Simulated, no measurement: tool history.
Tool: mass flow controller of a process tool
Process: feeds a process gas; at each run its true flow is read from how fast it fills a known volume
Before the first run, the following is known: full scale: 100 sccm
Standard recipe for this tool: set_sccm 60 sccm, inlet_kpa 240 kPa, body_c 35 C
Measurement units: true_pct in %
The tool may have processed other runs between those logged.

run 1 hour=0.0 | set_sccm=60 inlet_kpa=240 body_c=35 | true_pct=97.90
run 2 hour=33.4 | set_sccm=60 inlet_kpa=240 body_c=35 | true_pct=97.98
run 3 hour=68.7 | set_sccm=60 inlet_kpa=240 body_c=28 | true_pct=98.24
run 4 hour=121.9 | set_sccm=60 inlet_kpa=240 body_c=28 | true_pct=98.40
run 5 hour=159.6 | set_sccm=60 inlet_kpa=240 body_c=28 | true_pct=98.28
run 6 hour=219.5 | set_sccm=60 inlet_kpa=240 body_c=28 | true_pct=98.43

For run 7, what comes out?
run 7 hour=289.0 | set_sccm=60 inlet_kpa=240 body_c=28 | true_pct=?

{"run 7": {"true_pct": 98.24}}
With no hidden state in the tool, this same run would have given true_pct 98.90 %.
